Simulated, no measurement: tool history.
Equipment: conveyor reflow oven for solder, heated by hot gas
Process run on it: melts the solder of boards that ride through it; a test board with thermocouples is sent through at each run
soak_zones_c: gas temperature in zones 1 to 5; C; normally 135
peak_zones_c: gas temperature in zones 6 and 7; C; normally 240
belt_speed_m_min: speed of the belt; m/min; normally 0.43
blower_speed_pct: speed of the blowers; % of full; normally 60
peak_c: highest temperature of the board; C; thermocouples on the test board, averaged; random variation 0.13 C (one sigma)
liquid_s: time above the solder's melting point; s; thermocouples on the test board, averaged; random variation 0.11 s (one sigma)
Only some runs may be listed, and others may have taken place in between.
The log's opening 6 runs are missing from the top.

{"run": 7, "hour": 432.3, "soak_zones_c": 135, "peak_zones_c": 240, "belt_speed_m_min": 0.43, "blower_speed_pct": 74, "peak_c": 224, "liquid_s": 66.7}
{"hour": 486.4, "done": "thermocouples of zones 6 and 7 changed"}
{"run": 8, "hour": 493.4, "soak_zones_c": 135, "peak_zones_c": 240, "belt_speed_m_min": 0.43, "blower_speed_pct": 74, "peak_c": 222.3, "liquid_s": 65.5}
{"run": 9, "hour": 537.6, "soak_zones_c": 135, "peak_zones_c": 233, "belt_speed_m_min": 0.43, "blower_speed_pct": 74, "peak_c": 216.3, "liquid_s": 60.6}
{"hour": 576.2, "done": "flux residue cleaned out of gas plates and filters"}
{"run": 10, "hour": 613.8, "soak_zones_c": 135, "peak_zones_c": 233, "belt_speed_m_min": 0.43, "blower_speed_pct": 74, "peak_c": 218.4, "liquid_s": 63.2}
{"run": 11, "hour": 711.2, "soak_zones_c": 135, "peak_zones_c": 233, "belt_speed_m_min": 0.43, "blower_speed_pct": 74, "peak_c": 218.1, "liquid_s": 63.1}
{"run": 12, "hour": 789.2, "soak_zones_c": 135, "peak_zones_c": 233, "belt_speed_m_min": 0.43, "blower_speed_pct": 74, "peak_c": 217.7, "liquid_s": 62.7}
{"run": 13, "hour": 889.6, "soak_zones_c": 135, "peak_zones_c": 233, "belt_speed_m_min": 0.43, "blower_speed_pct": 74, "peak_c": 217.4, "liquid_s": 62.3}
{"run": 14, "hour": 990.2, "soak_zones_c": 135, "peak_zones_c": 240, "belt_speed_m_min": 0.409, "blower_speed_pct": 60, "peak_c": 221.5, "liquid_s": 68.6}
{"hour": 999.9, "done": "belt drive overhauled, speed set with a stopwatch"}
{"run": 15, "hour": 1083.6, "soak_zones_c": 146, "peak_zones_c": 240, "belt_speed_m_min": 0.409, "blower_speed_pct": 60, "peak_c": 223.5, "liquid_s": 74.7}
{"hour": 1107.3, "done": "flux residue cleaned out of gas plates and filters"}
{"run": 16, "hour": 1187.4, "soak_zones_c": 129, "peak_zones_c": 232, "belt_speed_m_min": 0.466, "blower_speed_pct": 60, "peak_c": 210.6, "liquid_s": 48.8}
{"run": 17, "hour": 1243.4, "soak_zones_c": 135, "peak_zones_c": 228, "belt_speed_m_min": 0.477, "blower_speed_pct": 60, "peak_c": 207.5, "liquid_s": 46.4}
{"run": 18, "hour": 1314.4, "soak_zones_c": 135, "peak_zones_c": 228, "belt_speed_m_min": 0.477, "blower_speed_pct": 60, "peak_c": 207.2, "liquid_s": 46}
{"run": 19, "hour": 1369.2, "soak_zones_c": 135, "peak_zones_c": 228, "belt_speed_m_min": 0.477, "blower_speed_pct": 60, "peak_c": 207.2, "liquid_s": 45.9}
{"run": 20, "hour": 1432.9, "soak_zones_c": 133, "peak_zones_c": 250, "belt_speed_m_min": 0.438, "blower_speed_pct": 51, "peak_c": 224.9, "liquid_s": 65.6}
{"hour": 1445.5, "done": "belt drive overhauled, speed set with a stopwatch, once more"}
{"run": 21, "hour": 1516.1, "soak_zones_c": 133, "peak_zones_c": 250, "belt_speed_m_min": 0.438, "blower_speed_pct": 51, "peak_c": 223.9, "liquid_s": 64}
{"run": 22, "hour": 1561.0, "soak_zones_c": 133, "peak_zones_c": 250, "belt_speed_m_min": 0.438, "blower_speed_pct": 51, "peak_c": 223.9, "liquid_s": 63.9}
{"run": 23, "hour": 1617.6, "soak_zones_c": 143, "peak_zones_c": 240, "belt_speed_m_min": 0.43, "blower_speed_pct": 60, "peak_c": 221.4, "liquid_s": 67.2}
{"hour": 1637.0, "done": "flux residue cleaned out of gas plates and filters"}
{"run": 24, "hour": 1700.7, "soak_zones_c": 148, "peak_zones_c": 240, "belt_speed_m_min": 0.512, "blower_speed_pct": 80, "peak_c": 223.2, "liquid_s": 59.6}

For run 25, what comes out?
{"run": 25, "hour": 1780.9, "soak_zones_c": 148, "peak_zones_c": 230, "belt_speed_m_min": 0.347, "blower_speed_pct": 84, "peak_c": "?", "liquid_s": "?"}

Run 25 came out at peak_c 223.9 C, liquid_s 91.3 s.
Without the tool's hidden state the same run would have given peak_c 223.4 C, liquid_s 90.8 s.
